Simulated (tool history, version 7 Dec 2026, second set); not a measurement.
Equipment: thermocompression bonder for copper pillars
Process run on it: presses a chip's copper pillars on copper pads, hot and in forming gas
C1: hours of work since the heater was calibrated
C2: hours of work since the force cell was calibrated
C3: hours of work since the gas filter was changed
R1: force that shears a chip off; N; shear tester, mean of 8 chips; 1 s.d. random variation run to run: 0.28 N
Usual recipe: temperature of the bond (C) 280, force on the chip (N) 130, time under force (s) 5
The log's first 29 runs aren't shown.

Run 30, hour 384.0: usual settings but temperature of the bond (C) 254, time under force (s) 9; C1 213; C2 625; C3 358. Result: R1 47.4 N.
At hour 393.8: forming gas filter changed.
Run 31, hour 394.3: usual settings but temperature of the bond (C) 254, time under force (s) 9; C1 218; C2 631; C3 0. Result: R1 50.4 N.
Run 32, hour 402.2: usual settings but temperature of the bond (C) 254, time under force (s) 9; C1 223; C2 635; C3 5. Result: R1 51.1 N.
Run 33, hour 418.4: usual settings but temperature of the bond (C) 256, force on the chip (N) 81, time under force (s) 7; C1 232; C2 644; C3 14. Result: R1 28.8 N.
Run 34, hour 430.3: usual settings but temperature of the bond (C) 259, force on the chip (N) 98, time under force (s) 12; C1 238; C2 651; C3 21. Result: R1 44.8 N.
Run 35, hour 444.4: usual settings but temperature of the bond (C) 273; C1 246; C2 659; C3 29. Result: R1 48.7 N.
Run 36, hour 459.5: usual settings but temperature of the bond (C) 255, force on the chip (N) 158; C1 255; C2 668; C3 37. Result: R1 49.2 N.
Run 37, hour 474.5: usual settings but temperature of the bond (C) 272, force on the chip (N) 183; C1 263; C2 676; C3 46. Result: R1 65.0 N.

What if the next run were any one of these 3? Each begins from the tool's condition after run 37:
Run A, hour 483.1: usual settings but temperature of the bond (C) 254, force on the chip (N) 85, time under force (s) 3; C1 268; C2 681; C3 51. Result: R1 ?.
Run B, hour 483.1: usual settings but time under force (s) 13; C1 268; C2 681; C3 51. Result: R1 ?.
Run C, hour 483.1: usual settings but temperature of the bond (C) 298, force on the chip (N) 94, time under force (s) 3; C1 268; C2 681; C3 51. Result: R1 ?.

run    R1
  A  20.2
  B  72.1
  C  34.8
With no hidden state in the tool, these same runs would have given:
run    R1
  A  18.3
  B  67.6
  C  32.0
